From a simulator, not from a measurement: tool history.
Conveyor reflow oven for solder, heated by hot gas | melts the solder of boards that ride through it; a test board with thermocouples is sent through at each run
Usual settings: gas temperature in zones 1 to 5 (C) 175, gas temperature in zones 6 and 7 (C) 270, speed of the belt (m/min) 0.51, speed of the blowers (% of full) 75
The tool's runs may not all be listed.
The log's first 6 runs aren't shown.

run	hour	gas temperature in zones 1 to 5 (C)	gas temperature in zones 6 and 7 (C)	speed of the belt (m/min)	speed of the blowers (% of full)	hours of work since the flux was cleaned out	hours of work since the belt drive was overhauled	hours of work since the thermocouples were changed	highest temperature of the board (C)	time above the solder's melting point (s)
7	49.1	164	270	0.51	75	198	417	351	255.1	61.2
8	58.2	164	270	0.51	75	204	423	357	255.4	61.4
9	68.6	175	270	0.51	75	211	430	364	256.7	66.1
10	79.1	175	270	0.51	75	218	437	371	256.7	66
11	88.3	184	270	0.51	75	224	444	377	258.3	70.6
12	95.1	184	281	0.51	75	228	448	382	267.8	75.6
13	106	184	281	0.51	75	236	455	389	267.9	75.8
14	116.6	184	281	0.51	75	243	462	396	267.5	75.9
15	122.6	184	281	0.51	75	247	466	400	267.9	75.8
16	132.3	184	281	0.51	75	253	473	406	267.8	75.9
17	142	173	268	0.509	58	260	479	413	250.1	59.4
18	150.7	175	270	0.549	75	265	485	419	254.2	58.8
19	160.5	175	270	0.549	75	272	492	425	254.3	59.1
20	166.6	175	270	0.549	75	276	496	429	254	59.1
21	174.2	168	270	0.51	62	281	501	434	252.2	58.9
22	184.3	175	280	0.51	87	288	507	441	267.6	72.5
23	189.3	175	279	0.478	87	291	511	444	268.6	78.2
24	198.1	175	270	0.416	75	297	517	450	261.2	86.5
25	208.3	175	270	0.416	75	304	523	457	261.5	86.5
26	215	179	268	0.568	83	308	528	461	253.2	58.5
27	222.5	179	268	0.568	83	313	533	467	253.3	58.3
28	227.8	179	268	0.568	83	317	536	470	253.2	58.1
29	234.2	186	276	0.585	88	321	541	474	261.7	63.6
30	242.1	186	276	0.585	88	326	546	480	261.5	63.7
31	249.2	175	271	0.61	75	331	551	484	250.7	50.4

4 ways to go on from here, each from the tool as it stands after run 31. What would each give?
A	255.2	175	271	0.596	75	335	555	488	?	?
B	255.2	187	270	0.522	75	335	555	488	?	?
C	255.2	175	259	0.449	56	335	555	488	?	?
D	255.2	184	270	0.51	75	335	555	488	?	?

run	highest temperature of the board (C)	time above the solder's melting point (s)
A	251.7	52
B	257.5	69.9
C	246	65.3
D	257.2	70.3
Without the tool's hidden state the same runs would have given:
run	highest temperature of the board (C)	time above the solder's melting point (s)
A	254.4	54.2
B	259.3	71.1
C	247.3	67.1
D	259	71.5

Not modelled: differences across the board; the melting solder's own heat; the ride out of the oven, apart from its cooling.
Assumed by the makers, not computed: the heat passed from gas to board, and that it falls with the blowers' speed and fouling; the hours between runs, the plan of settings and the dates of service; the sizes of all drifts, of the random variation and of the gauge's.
